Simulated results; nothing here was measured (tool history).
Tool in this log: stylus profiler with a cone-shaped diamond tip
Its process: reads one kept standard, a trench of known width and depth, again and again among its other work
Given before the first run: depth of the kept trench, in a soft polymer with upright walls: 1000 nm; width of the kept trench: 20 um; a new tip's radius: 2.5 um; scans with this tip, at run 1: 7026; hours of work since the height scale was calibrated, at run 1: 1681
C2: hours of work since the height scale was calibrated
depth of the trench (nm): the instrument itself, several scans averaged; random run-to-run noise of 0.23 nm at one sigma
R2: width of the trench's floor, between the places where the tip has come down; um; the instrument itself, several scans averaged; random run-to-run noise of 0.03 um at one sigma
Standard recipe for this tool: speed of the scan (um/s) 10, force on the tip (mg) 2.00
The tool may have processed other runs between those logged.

{"run": 1, "hour": 0.0, "speed of the scan (um/s)": 10, "force on the tip (mg)": 2.0, "scans with this tip": 7026, "C2": 1681, "depth of the trench (nm)": 1018.81, "R2": 15.27}
{"hour": 28.5, "done": "height scale calibrated on a step standard"}
{"run": 2, "hour": 126.7, "speed of the scan (um/s)": 10, "force on the tip (mg)": 2.0, "scans with this tip": 7389, "C2": 68, "depth of the trench (nm)": 1021.42, "R2": 15.29}
{"run": 3, "hour": 227.1, "speed of the scan (um/s)": 10, "force on the tip (mg)": 2.0, "scans with this tip": 7677, "C2": 136, "depth of the trench (nm)": 1021.76, "R2": 15.3}
{"run": 4, "hour": 354.8, "speed of the scan (um/s)": 10, "force on the tip (mg)": 2.0, "scans with this tip": 8044, "C2": 224, "depth of the trench (nm)": 1022.19, "R2": 15.23}
{"run": 5, "hour": 415.3, "speed of the scan (um/s)": 10, "force on the tip (mg)": 2.0, "scans with this tip": 8217, "C2": 266, "depth of the trench (nm)": 1021.81, "R2": 15.2}
{"run": 6, "hour": 481.4, "speed of the scan (um/s)": 10, "force on the tip (mg)": 2.0, "scans with this tip": 8407, "C2": 311, "depth of the trench (nm)": 1022.32, "R2": 15.23}
{"run": 7, "hour": 579.1, "speed of the scan (um/s)": 10, "force on the tip (mg)": 3.84, "scans with this tip": 8687, "C2": 378, "depth of the trench (nm)": 1028.99, "R2": 15.22}
{"run": 8, "hour": 643.5, "speed of the scan (um/s)": 29, "force on the tip (mg)": 2.0, "scans with this tip": 8872, "C2": 422, "depth of the trench (nm)": 1023.04, "R2": 15.02}
{"hour": 716.5, "done": "height scale calibrated on a step standard, once more"}
{"run": 9, "hour": 753.0, "speed of the scan (um/s)": 10, "force on the tip (mg)": 2.0, "scans with this tip": 9185, "C2": 25, "depth of the trench (nm)": 1011.01, "R2": 15.13}
{"run": 10, "hour": 826.0, "speed of the scan (um/s)": 10, "force on the tip (mg)": 2.0, "scans with this tip": 9395, "C2": 75, "depth of the trench (nm)": 1010.88, "R2": 15.12}
{"run": 11, "hour": 930.6, "speed of the scan (um/s)": 10, "force on the tip (mg)": 2.0, "scans with this tip": 9695, "C2": 147, "depth of the trench (nm)": 1011.53, "R2": 15.13}
{"run": 12, "hour": 1043.5, "speed of the scan (um/s)": 10, "force on the tip (mg)": 1.66, "scans with this tip": 10019, "C2": 225, "depth of the trench (nm)": 1010.68, "R2": 15.05}
{"run": 13, "hour": 1110.4, "speed of the scan (um/s)": 10, "force on the tip (mg)": 2.0, "scans with this tip": 10211, "C2": 271, "depth of the trench (nm)": 1011.54, "R2": 15.06}
{"run": 14, "hour": 1167.7, "speed of the scan (um/s)": 10, "force on the tip (mg)": 2.03, "scans with this tip": 10376, "C2": 310, "depth of the trench (nm)": 1012.13, "R2": 15.01}
{"run": 15, "hour": 1224.5, "speed of the scan (um/s)": 10, "force on the tip (mg)": 2.03, "scans with this tip": 10539, "C2": 349, "depth of the trench (nm)": 1012.62, "R2": 15.06}
{"run": 16, "hour": 1355.6, "speed of the scan (um/s)": 10, "force on the tip (mg)": 2.03, "scans with this tip": 10915, "C2": 439, "depth of the trench (nm)": 1013.23, "R2": 14.93}
{"run": 17, "hour": 1440.1, "speed of the scan (um/s)": 2, "force on the tip (mg)": 1.28, "scans with this tip": 11158, "C2": 497, "depth of the trench (nm)": 1010.65, "R2": 15.09}
{"run": 18, "hour": 1558.3, "speed of the scan (um/s)": 2, "force on the tip (mg)": 1.28, "scans with this tip": 11497, "C2": 578, "depth of the trench (nm)": 1010.65, "R2": 15.02}
{"run": 19, "hour": 1665.5, "speed of the scan (um/s)": 11, "force on the tip (mg)": 2.97, "scans with this tip": 11805, "C2": 652, "depth of the trench (nm)": 1016.89, "R2": 14.94}
{"run": 20, "hour": 1731.6, "speed of the scan (um/s)": 37, "force on the tip (mg)": 2.0, "scans with this tip": 11995, "C2": 697, "depth of the trench (nm)": 1014.08, "R2": 14.76}
{"run": 21, "hour": 1835.7, "speed of the scan (um/s)": 3, "force on the tip (mg)": 2.0, "scans with this tip": 12294, "C2": 769, "depth of the trench (nm)": 1014.41, "R2": 14.97}
{"run": 22, "hour": 1943.7, "speed of the scan (um/s)": 3, "force on the tip (mg)": 2.0, "scans with this tip": 12604, "C2": 843, "depth of the trench (nm)": 1014.88, "R2": 14.87}
{"run": 23, "hour": 1999.6, "speed of the scan (um/s)": 32, "force on the tip (mg)": 2.24, "scans with this tip": 12764, "C2": 881, "depth of the trench (nm)": 1015.9, "R2": 14.75}
{"run": 24, "hour": 2069.5, "speed of the scan (um/s)": 24, "force on the tip (mg)": 1.08, "scans with this tip": 12965, "C2": 929, "depth of the trench (nm)": 1011.82, "R2": 14.68}
{"run": 25, "hour": 2161.7, "speed of the scan (um/s)": 10, "force on the tip (mg)": 2.26, "scans with this tip": 13230, "C2": 993, "depth of the trench (nm)": 1016.47, "R2": 14.88}
{"run": 26, "hour": 2268.7, "speed of the scan (um/s)": 25, "force on the tip (mg)": 0.9, "scans with this tip": 13537, "C2": 1066, "depth of the trench (nm)": 1011.45, "R2": 14.61}
{"run": 27, "hour": 2348.3, "speed of the scan (um/s)": 17, "force on the tip (mg)": 1.96, "scans with this tip": 13766, "C2": 1121, "depth of the trench (nm)": 1015.75, "R2": 14.68}
{"run": 28, "hour": 2462.0, "speed of the scan (um/s)": 4, "force on the tip (mg)": 2.12, "scans with this tip": 14092, "C2": 1199, "depth of the trench (nm)": 1017.14, "R2": 14.79}

Measured result minus the same run's result without the hidden state. Both carry the same run-to-run variation, though not necessarily the same gauge scatter:
The tool's hidden condition here consists of: radius of the tip, um; height scale over the true one, %; drift of the gauge itself on depth_nm, %; drift of the gauge itself on floor_um, %.
run=1 depth_of_the_trench_(nm)=+8.50 R2=-0.62
run=2 depth_of_the_trench_(nm)=+10.49 R2=-0.65
run=3 depth_of_the_trench_(nm)=+10.82 R2=-0.68
run=4 depth_of_the_trench_(nm)=+11.25 R2=-0.71
run=5 depth_of_the_trench_(nm)=+11.44 R2=-0.72
run=6 depth_of_the_trench_(nm)=+11.68 R2=-0.73
run=7 depth_of_the_trench_(nm)=+12.08 R2=-0.76
run=8 depth_of_the_trench_(nm)=+12.22 R2=-0.77
run=9 depth_of_the_trench_(nm)=-0.03 R2=-0.80
run=10 depth_of_the_trench_(nm)=+0.23 R2=-0.81
run=11 depth_of_the_trench_(nm)=+0.59 R2=-0.84
run=12 depth_of_the_trench_(nm)=+0.96 R2=-0.86
run=13 depth_of_the_trench_(nm)=+1.17 R2=-0.88
run=14 depth_of_the_trench_(nm)=+1.38 R2=-0.88
run=15 depth_of_the_trench_(nm)=+1.59 R2=-0.90
run=16 depth_of_the_trench_(nm)=+2.01 R2=-0.93
run=17 depth_of_the_trench_(nm)=+2.29 R2=-0.95
run=18 depth_of_the_trench_(nm)=+2.67 R2=-0.97
run=19 depth_of_the_trench_(nm)=+3.05 R2=-1.00
run=20 depth_of_the_trench_(nm)=+3.28 R2=-1.02
run=21 depth_of_the_trench_(nm)=+3.65 R2=-1.03
run=22 depth_of_the_trench_(nm)=+4.00 R2=-1.05
run=23 depth_of_the_trench_(nm)=+4.20 R2=-1.07
run=24 depth_of_the_trench_(nm)=+4.38 R2=-1.08
run=25 depth_of_the_trench_(nm)=+4.72 R2=-1.10
run=26 depth_of_the_trench_(nm)=+5.03 R2=-1.12
run=27 depth_of_the_trench_(nm)=+5.32 R2=-1.15
run=28 depth_of_the_trench_(nm)=+5.72 R2=-1.16

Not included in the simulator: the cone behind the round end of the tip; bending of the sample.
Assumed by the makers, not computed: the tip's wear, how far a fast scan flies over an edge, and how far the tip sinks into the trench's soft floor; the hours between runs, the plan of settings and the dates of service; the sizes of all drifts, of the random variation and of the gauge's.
